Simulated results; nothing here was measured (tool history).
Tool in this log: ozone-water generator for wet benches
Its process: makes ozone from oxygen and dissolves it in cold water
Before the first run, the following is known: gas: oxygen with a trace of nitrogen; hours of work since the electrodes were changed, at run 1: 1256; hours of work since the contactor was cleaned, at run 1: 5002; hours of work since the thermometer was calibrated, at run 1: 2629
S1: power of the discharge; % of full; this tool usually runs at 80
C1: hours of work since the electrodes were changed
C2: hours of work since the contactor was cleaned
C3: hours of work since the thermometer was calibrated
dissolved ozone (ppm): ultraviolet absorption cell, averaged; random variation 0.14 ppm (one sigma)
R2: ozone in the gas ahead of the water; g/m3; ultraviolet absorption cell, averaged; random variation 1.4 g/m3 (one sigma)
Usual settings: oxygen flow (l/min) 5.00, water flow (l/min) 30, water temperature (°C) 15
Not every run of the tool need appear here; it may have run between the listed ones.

{"run": 1, "hour": 0.0, "S1": 80, "oxygen flow (l/min)": 5.0, "water flow (l/min)": 30, "water temperature (°C)": 15, "C1": 1256, "C2": 5002, "C3": 2629, "dissolved ozone (ppm)": 16.1, "R2": 248.0}
{"run": 2, "hour": 90.1, "S1": 80, "oxygen flow (l/min)": 8.32, "water flow (l/min)": 30, "water temperature (°C)": 15, "C1": 1313, "C2": 5060, "C3": 2687, "dissolved ozone (ppm)": 18.4, "R2": 204.9}
{"run": 3, "hour": 170.7, "S1": 80, "oxygen flow (l/min)": 6.55, "water flow (l/min)": 30, "water temperature (°C)": 15, "C1": 1365, "C2": 5111, "C3": 2738, "dissolved ozone (ppm)": 17.7, "R2": 221.0}
{"run": 4, "hour": 273.0, "S1": 80, "oxygen flow (l/min)": 6.55, "water flow (l/min)": 30, "water temperature (°C)": 15, "C1": 1430, "C2": 5176, "C3": 2803, "dissolved ozone (ppm)": 17.4, "R2": 224.3}
{"run": 5, "hour": 330.1, "S1": 80, "oxygen flow (l/min)": 5.0, "water flow (l/min)": 30, "water temperature (°C)": 15, "C1": 1466, "C2": 5212, "C3": 2839, "dissolved ozone (ppm)": 16.2, "R2": 245.0}
{"run": 6, "hour": 400.8, "S1": 80, "oxygen flow (l/min)": 5.0, "water flow (l/min)": 30, "water temperature (°C)": 15, "C1": 1511, "C2": 5257, "C3": 2884, "dissolved ozone (ppm)": 16.0, "R2": 246.5}
{"run": 7, "hour": 448.4, "S1": 80, "oxygen flow (l/min)": 5.0, "water flow (l/min)": 30, "water temperature (°C)": 15, "C1": 1541, "C2": 5287, "C3": 2914, "dissolved ozone (ppm)": 16.1, "R2": 244.9}
{"run": 8, "hour": 522.2, "S1": 80, "oxygen flow (l/min)": 4.6, "water flow (l/min)": 30, "water temperature (°C)": 15, "C1": 1588, "C2": 5334, "C3": 2961, "dissolved ozone (ppm)": 15.6, "R2": 254.4}
{"run": 9, "hour": 622.0, "S1": 80, "oxygen flow (l/min)": 4.6, "water flow (l/min)": 30, "water temperature (°C)": 15, "C1": 1652, "C2": 5398, "C3": 3025, "dissolved ozone (ppm)": 15.6, "R2": 251.2}
{"run": 10, "hour": 710.1, "S1": 80, "oxygen flow (l/min)": 5.0, "water flow (l/min)": 30, "water temperature (°C)": 15, "C1": 1708, "C2": 5454, "C3": 3081, "dissolved ozone (ppm)": 16.0, "R2": 245.8}
{"run": 11, "hour": 803.2, "S1": 80, "oxygen flow (l/min)": 5.0, "water flow (l/min)": 30, "water temperature (°C)": 15, "C1": 1767, "C2": 5513, "C3": 3140, "dissolved ozone (ppm)": 16.0, "R2": 245.1}
{"run": 12, "hour": 849.8, "S1": 80, "oxygen flow (l/min)": 5.0, "water flow (l/min)": 30, "water temperature (°C)": 15, "C1": 1796, "C2": 5543, "C3": 3170, "dissolved ozone (ppm)": 16.0, "R2": 243.0}
{"run": 13, "hour": 932.7, "S1": 80, "oxygen flow (l/min)": 5.0, "water flow (l/min)": 30, "water temperature (°C)": 15, "C1": 1849, "C2": 5595, "C3": 3222, "dissolved ozone (ppm)": 15.8, "R2": 242.8}
{"run": 14, "hour": 1000.5, "S1": 80, "oxygen flow (l/min)": 5.0, "water flow (l/min)": 30, "water temperature (°C)": 15, "C1": 1892, "C2": 5639, "C3": 3265, "dissolved ozone (ppm)": 15.8, "R2": 243.6}
{"run": 15, "hour": 1043.1, "S1": 80, "oxygen flow (l/min)": 5.0, "water flow (l/min)": 30, "water temperature (°C)": 15, "C1": 1919, "C2": 5666, "C3": 3293, "dissolved ozone (ppm)": 16.0, "R2": 242.0}
{"run": 16, "hour": 1126.6, "S1": 80, "oxygen flow (l/min)": 5.0, "water flow (l/min)": 30, "water temperature (°C)": 15, "C1": 1972, "C2": 5719, "C3": 3346, "dissolved ozone (ppm)": 16.0, "R2": 246.7}
{"run": 17, "hour": 1172.5, "S1": 47, "oxygen flow (l/min)": 3.09, "water flow (l/min)": 31, "water temperature (°C)": 10, "C1": 2002, "C2": 5748, "C3": 3375, "dissolved ozone (ppm)": 9.0, "R2": 193.4}
{"run": 18, "hour": 1238.3, "S1": 47, "oxygen flow (l/min)": 3.09, "water flow (l/min)": 31, "water temperature (°C)": 10, "C1": 2043, "C2": 5790, "C3": 3417, "dissolved ozone (ppm)": 8.8, "R2": 193.3}
{"run": 19, "hour": 1287.0, "S1": 47, "oxygen flow (l/min)": 3.09, "water flow (l/min)": 31, "water temperature (°C)": 10, "C1": 2074, "C2": 5821, "C3": 3448, "dissolved ozone (ppm)": 8.7, "R2": 194.4}
{"run": 20, "hour": 1360.3, "S1": 77, "oxygen flow (l/min)": 3.57, "water flow (l/min)": 23, "water temperature (°C)": 12, "C1": 2121, "C2": 5867, "C3": 3494, "dissolved ozone (ppm)": 19.1, "R2": 266.6}
{"run": 21, "hour": 1432.1, "S1": 77, "oxygen flow (l/min)": 3.57, "water flow (l/min)": 23, "water temperature (°C)": 12, "C1": 2167, "C2": 5913, "C3": 3540, "dissolved ozone (ppm)": 18.6, "R2": 264.9}
{"run": 22, "hour": 1477.7, "S1": 77, "oxygen flow (l/min)": 3.57, "water flow (l/min)": 23, "water temperature (°C)": 12, "C1": 2196, "C2": 5942, "C3": 3569, "dissolved ozone (ppm)": 18.9, "R2": 265.7}
{"run": 23, "hour": 1567.0, "S1": 51, "oxygen flow (l/min)": 5.0, "water flow (l/min)": 30, "water temperature (°C)": 22, "C1": 2252, "C2": 5999, "C3": 3626, "dissolved ozone (ppm)": 10.4, "R2": 172.7}
{"run": 24, "hour": 1671.0, "S1": 51, "oxygen flow (l/min)": 5.0, "water flow (l/min)": 30, "water temperature (°C)": 22, "C1": 2319, "C2": 6065, "C3": 3692, "dissolved ozone (ppm)": 10.4, "R2": 171.4}
{"run": 25, "hour": 1775.8, "S1": 51, "oxygen flow (l/min)": 5.0, "water flow (l/min)": 30, "water temperature (°C)": 22, "C1": 2385, "C2": 6132, "C3": 3758, "dissolved ozone (ppm)": 10.4, "R2": 172.7}
{"run": 26, "hour": 1825.0, "S1": 51, "oxygen flow (l/min)": 5.0, "water flow (l/min)": 30, "water temperature (°C)": 22, "C1": 2417, "C2": 6163, "C3": 3790, "dissolved ozone (ppm)": 10.4, "R2": 172.5}
{"run": 27, "hour": 1922.4, "S1": 51, "oxygen flow (l/min)": 5.0, "water flow (l/min)": 30, "water temperature (°C)": 22, "C1": 2478, "C2": 6225, "C3": 3852, "dissolved ozone (ppm)": 10.4, "R2": 172.0}
{"run": 28, "hour": 1993.6, "S1": 51, "oxygen flow (l/min)": 5.0, "water flow (l/min)": 30, "water temperature (°C)": 22, "C1": 2524, "C2": 6270, "C3": 3897, "dissolved ozone (ppm)": 10.6, "R2": 170.3}
{"run": 29, "hour": 2071.9, "S1": 60, "oxygen flow (l/min)": 2.81, "water flow (l/min)": 44, "water temperature (°C)": 12, "C1": 2574, "C2": 6320, "C3": 3947, "dissolved ozone (ppm)": 6.6, "R2": 239.4}
{"run": 30, "hour": 2125.4, "S1": 60, "oxygen flow (l/min)": 2.81, "water flow (l/min)": 44, "water temperature (°C)": 12, "C1": 2608, "C2": 6354, "C3": 3981, "dissolved ozone (ppm)": 6.3, "R2": 238.3}
{"run": 31, "hour": 2177.1, "S1": 60, "oxygen flow (l/min)": 2.81, "water flow (l/min)": 44, "water temperature (°C)": 12, "C1": 2640, "C2": 6387, "C3": 4014, "dissolved ozone (ppm)": 6.1, "R2": 242.1}
{"run": 32, "hour": 2278.2, "S1": 92, "oxygen flow (l/min)": 2.81, "water flow (l/min)": 23, "water temperature (°C)": 12, "C1": 2705, "C2": 6451, "C3": 4078, "dissolved ozone (ppm)": 19.8, "R2": 325.6}

Forecast each of these 5 alternatives for the next run:
{"run": "A", "hour": 2369.7, "S1": 92, "oxygen flow (l/min)": 2.93, "water flow (l/min)": 23, "water temperature (°C)": 12, "C1": 2763, "C2": 6509, "C3": 4136, "dissolved ozone (ppm)": "?", "R2": "?"}
{"run": "B", "hour": 2369.7, "S1": 44, "oxygen flow (l/min)": 5.0, "water flow (l/min)": 30, "water temperature (°C)": 15, "C1": 2763, "C2": 6509, "C3": 4136, "dissolved ozone (ppm)": "?", "R2": "?"}
{"run": "C", "hour": 2369.7, "S1": 80, "oxygen flow (l/min)": 5.0, "water flow (l/min)": 30, "water temperature (°C)": 23, "C1": 2763, "C2": 6509, "C3": 4136, "dissolved ozone (ppm)": "?", "R2": "?"}
{"run": "D", "hour": 2369.7, "S1": 94, "oxygen flow (l/min)": 5.0, "water flow (l/min)": 27, "water temperature (°C)": 9, "C1": 2763, "C2": 6509, "C3": 4136, "dissolved ozone (ppm)": "?", "R2": "?"}
{"run": "E", "hour": 2369.7, "S1": 92, "oxygen flow (l/min)": 2.81, "water flow (l/min)": 23, "water temperature (°C)": 12, "C1": 2763, "C2": 6509, "C3": 4136, "dissolved ozone (ppm)": "?", "R2": "?"}

run=A dissolved_ozone_(ppm)=19.6 R2=320.3
run=B dissolved_ozone_(ppm)=9.9 R2=153.4
run=C dissolved_ozone_(ppm)=14.3 R2=239.6
run=D dissolved_ozone_(ppm)=20.6 R2=270.5
run=E dissolved_ozone_(ppm)=19.6 R2=327.9
Stripped of hidden state, with their random variation kept, the same runs would have yielded:
run=A dissolved_ozone_(ppm)=21.9 R2=341.8
run=B dissolved_ozone_(ppm)=10.7 R2=158.8
run=C dissolved_ozone_(ppm)=16.0 R2=254.2
run=D dissolved_ozone_(ppm)=23.1 R2=288.9
run=E dissolved_ozone_(ppm)=21.8 R2=349.9
